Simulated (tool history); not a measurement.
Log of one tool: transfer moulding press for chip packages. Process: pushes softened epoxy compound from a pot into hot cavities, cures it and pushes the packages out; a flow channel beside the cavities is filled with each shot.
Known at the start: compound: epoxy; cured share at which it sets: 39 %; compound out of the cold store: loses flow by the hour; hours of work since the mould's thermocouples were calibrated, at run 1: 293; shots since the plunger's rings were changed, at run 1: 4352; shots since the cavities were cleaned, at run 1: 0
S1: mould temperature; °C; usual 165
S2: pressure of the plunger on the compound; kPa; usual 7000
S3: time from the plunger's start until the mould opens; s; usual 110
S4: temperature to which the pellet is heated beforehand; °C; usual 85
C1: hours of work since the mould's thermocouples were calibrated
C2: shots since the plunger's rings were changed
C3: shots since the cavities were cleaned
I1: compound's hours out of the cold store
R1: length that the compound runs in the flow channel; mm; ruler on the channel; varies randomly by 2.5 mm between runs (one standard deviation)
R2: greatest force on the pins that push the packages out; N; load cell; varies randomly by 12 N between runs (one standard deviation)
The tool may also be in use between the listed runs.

Run 1, day 0: usual settings; C1 293; C2 4352; C3 0; I1 8.5. Result: R1 737 mm, R2 625 N.
At day 0.671: plunger's sealing rings changed.
Run 2, day 0.738: usual settings; C1 303; C2 15; C3 153; I1 15.4. Result: R1 733 mm, R2 702 N.
Run 3, day 1.296: usual settings; C1 312; C2 151; C3 289; I1 9.4. Result: R1 756 mm, R2 812 N.
Run 4, day 1.817: usual settings; C1 320; C2 277; C3 415; I1 19.6. Result: R1 727 mm, R2 822 N.
Run 5, day 2.129: usual settings; C1 325; C2 354; C3 492; I1 34.6. Result: R1 679 mm, R2 790 N.
At day 2.221: cavities cleaned with cleaning compound and waxed.
Run 6, day 2.667: usual settings; C1 332; C2 469; C3 109; I1 17.7. Result: R1 727 mm, R2 675 N.
Run 7, day 3.267: usual settings but S2 5360 kPa; C1 342; C2 615; C3 255; I1 34.7. Result: R1 594 mm, R2 713 N.
Run 8, day 3.767: usual settings but S2 7510 kPa, S3 140 s; C1 350; C2 736; C3 376; I1 10.4. Result: R1 776 mm, R2 554 N.
At day 4.342: cavities cleaned with cleaning compound and waxed.
Run 9, day 4.458: usual settings but S1 166 °C, S2 6070 kPa, S3 134 s, S4 95 °C; C1 360; C2 888; C3 27; I1 22.5. Result: R1 659 mm, R2 417 N.
Run 10, day 4.992: usual settings but S1 173 °C, S2 6070 kPa, S3 147 s, S4 95 °C; C1 368; C2 1018; C3 157; I1 39.5. Result: R1 599 mm, R2 409 N.
Run 11, day 5.329: usual settings but S1 173 °C, S2 6070 kPa, S3 147 s, S4 95 °C; C1 374; C2 1100; C3 239; I1 36.5. Result: R1 600 mm, R2 428 N.
Run 12, day 5.696: usual settings but S1 173 °C, S2 6070 kPa, S3 147 s, S4 75 °C; C1 379; C2 1189; C3 328; I1 40.5. Result: R1 591 mm, R2 446 N.
Run 13, day 6.167: usual settings but S1 173 °C, S2 6070 kPa, S3 147 s, S4 82 °C; C1 387; C2 1303; C3 442; I1 14.5. Result: R1 663 mm, R2 484 N.

Below are 4 alternative next runs, each starting from the tool's condition after run 13. Predict each:
At day 6.442: cavities cleaned with cleaning compound and waxed.
Run A, day 6.783: usual settings but S1 169 °C, S2 7780 kPa, S3 147 s, S4 82 °C; C1 396; C2 1438; C3 83; I1 35.6. Result: R1 ?, R2 ?.
At day 6.442: cavities cleaned with cleaning compound and waxed.
Run B, day 6.783: usual settings but S1 170 °C, S2 7500 kPa, S3 147 s, S4 90 °C; C1 396; C2 1438; C3 83; I1 40.1. Result: R1 ?, R2 ?.
At day 6.442: cavities cleaned with cleaning compound and waxed.
Run C, day 6.783: usual settings but S1 173 °C, S2 6070 kPa, S3 147 s, S4 78 °C; C1 396; C2 1438; C3 83; I1 25.3. Result: R1 ?, R2 ?.
At day 6.442: cavities cleaned with cleaning compound and waxed.
Run D, day 6.783: usual settings but S1 163 °C, S2 6070 kPa, S3 132 s, S4 84 °C; C1 396; C2 1438; C3 83; I1 29.4. Result: R1 ?, R2 ?.

run   R1   R2
  A  694  385
  B  665  399
  C  636  384
  D  644  502
Without the tool's unlogged condition, the same runs would have read:
run   R1   R2
  A  699  348
  B  670  363
  C  641  350
  D  649  430

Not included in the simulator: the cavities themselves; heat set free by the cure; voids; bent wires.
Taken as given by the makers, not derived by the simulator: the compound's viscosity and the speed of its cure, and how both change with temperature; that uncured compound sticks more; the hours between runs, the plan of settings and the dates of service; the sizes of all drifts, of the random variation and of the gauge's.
